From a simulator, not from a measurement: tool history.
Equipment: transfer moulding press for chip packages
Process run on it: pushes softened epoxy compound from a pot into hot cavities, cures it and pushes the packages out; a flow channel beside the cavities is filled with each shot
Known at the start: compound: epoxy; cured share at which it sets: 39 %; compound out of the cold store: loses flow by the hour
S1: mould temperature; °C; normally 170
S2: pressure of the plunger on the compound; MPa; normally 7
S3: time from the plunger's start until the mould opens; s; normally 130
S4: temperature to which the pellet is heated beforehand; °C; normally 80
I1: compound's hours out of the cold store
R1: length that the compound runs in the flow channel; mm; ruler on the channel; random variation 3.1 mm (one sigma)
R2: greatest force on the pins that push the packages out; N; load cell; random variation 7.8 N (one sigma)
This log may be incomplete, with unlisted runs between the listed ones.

Run 1, hour 0: usual settings; I1 9.7. Result: R1 829 mm, R2 404 N.
At hour 36.7: cavities cleaned with cleaning compound and waxed.
Run 2, hour 72.5: usual settings but S3 156 s; I1 48. Result: R1 751 mm, R2 342 N.
At hour 100.6: cavities cleaned with cleaning compound and waxed.
At hour 116.4: plunger's sealing rings changed.
Run 3, hour 138.1: usual settings but S3 156 s; I1 11.5. Result: R1 839 mm, R2 371 N.
At hour 164.3: cavities cleaned with cleaning compound and waxed.
Run 4, hour 194.2: usual settings but S3 156 s; I1 21.2. Result: R1 817 mm, R2 361 N.
At hour 228.4: cavities cleaned with cleaning compound and waxed.
Run 5, hour 245: usual settings but S3 156 s; I1 18.8. Result: R1 818 mm, R2 328 N.
At hour 290: cavities cleaned with cleaning compound and waxed.
Run 6, hour 318.6: usual settings but S3 156 s; I1 31. Result: R1 793 mm, R2 342 N.
At hour 351.2: cavities cleaned with cleaning compound and waxed.
Run 7, hour 355: usual settings but S3 156 s; I1 19.1. Result: R1 812 mm, R2 286 N.
Run 8, hour 408.7: usual settings; I1 17.7. Result: R1 810 mm, R2 434 N.
At hour 417.2: cavities cleaned with cleaning compound and waxed.
Run 9, hour 442.4: usual settings; I1 41.7. Result: R1 758 mm, R2 390 N.
At hour 461.7: plunger's sealing rings changed.
At hour 480.5: cavities cleaned with cleaning compound and waxed.
Run 10, hour 518.6: usual settings; I1 30.6. Result: R1 799 mm, R2 399 N.
At hour 544.4: cavities cleaned with cleaning compound and waxed.
At hour 571.6: mould's thermocouples calibrated.
Run 11, hour 586.8: usual settings but S3 119 s; I1 13.1. Result: R1 826 mm, R2 512 N.
At hour 609.8: cavities cleaned with cleaning compound and waxed.
Run 12, hour 632.9: usual settings but S3 119 s; I1 33.5. Result: R1 791 mm, R2 450 N.
At hour 671.3: cavities cleaned with cleaning compound and waxed.
Run 13, hour 689: usual settings but S1 173 °C, S3 119 s; I1 30.8. Result: R1 780 mm, R2 396 N.
At hour 738.1: cavities cleaned with cleaning compound and waxed.
Run 14, hour 766.1: usual settings but S2 7.27 MPa, S3 125 s; I1 45.1. Result: R1 770 mm, R2 428 N.
At hour 800.8: cavities cleaned with cleaning compound and waxed.
Run 15, hour 801.4: usual settings but S1 175 °C, S4 86 °C; I1 38.4. Result: R1 757 mm, R2 285 N.
At hour 812.8: plunger's sealing rings changed.
Run 16, hour 858.8: usual settings but S4 72 °C; I1 33.9. Result: R1 798 mm, R2 445 N.
At hour 866.3: cavities cleaned with cleaning compound and waxed.
Run 17, hour 918.7: usual settings but S1 169 °C, S2 6.28 MPa; I1 29.7. Result: R1 759 mm, R2 455 N.
At hour 932.9: cavities cleaned with cleaning compound and waxed.
Run 18, hour 991: usual settings but S4 77 °C; I1 18.9. Result: R1 817 mm, R2 454 N.
At hour 998.6: cavities cleaned with cleaning compound and waxed.
Run 19, hour 1030.3: usual settings but S1 168 °C, S2 6.83 MPa, S3 158 s, S4 83 °C; I1 10.7. Result: R1 824 mm, R2 360 N.
At hour 1059.1: cavities cleaned with cleaning compound and waxed.
Run 20, hour 1082.5: usual settings but S1 168 °C, S2 6.83 MPa, S3 158 s, S4 72 °C; I1 16.2. Result: R1 810 mm, R2 343 N.
At hour 1123.4: cavities cleaned with cleaning compound and waxed.
At hour 1158.2: plunger's sealing rings changed.
Run 21, hour 1162.2: usual settings but S2 6.83 MPa, S4 72 °C; I1 19.2. Result: R1 821 mm, R2 421 N.
At hour 1188.1: cavities cleaned with cleaning compound and waxed.
Run 22, hour 1226.1: usual settings but S1 167 °C, S3 135 s, S4 85 °C; I1 8.8. Result: R1 853 mm, R2 454 N.
At hour 1250.5: cavities cleaned with cleaning compound and waxed.
Run 23, hour 1260.3: usual settings but S1 167 °C, S2 7.77 MPa, S3 124 s, S4 85 °C; I1 10.8. Result: R1 886 mm, R2 458 N.
Run 24, hour 1307.1: usual settings but S1 167 °C, S2 7.77 MPa, S3 124 s, S4 85 °C; I1 40.6. Result: R1 823 mm, R2 546 N.
At hour 1314.9: cavities cleaned with cleaning compound and waxed.
At hour 1375.4: cavities cleaned with cleaning compound and waxed.
Run 25, hour 1375.4: usual settings but S1 167 °C, S2 7.77 MPa, S3 124 s, S4 85 °C; I1 20.2. Result: R1 855 mm, R2 392 N.
At hour 1438.2: cavities cleaned with cleaning compound and waxed.
Run 26, hour 1440.2: usual settings but S4 71 °C; I1 11.1. Result: R1 823 mm, R2 332 N.

Below are 3 alternative next runs, each starting from the tool's condition after run 26. Predict each:
Run A, hour 1494.5: usual settings but S1 164 °C, S3 158 s, S4 87 °C; I1 31.4. Result: R1 ?, R2 ?.
Run B, hour 1494.5: usual settings but S1 165 °C, S4 83 °C; I1 40.1. Result: R1 ?, R2 ?.
Run C, hour 1494.5: usual settings but S1 166 °C, S3 154 s; I1 14. Result: R1 ?, R2 ?.

run   R1   R2
  A  786  422
  B  773  548
  C  815  441
With the hidden condition removed and each run's random variation left untouched, the same runs would have given:
run   R1   R2
  A  816  320
  B  802  429
  C  845  335
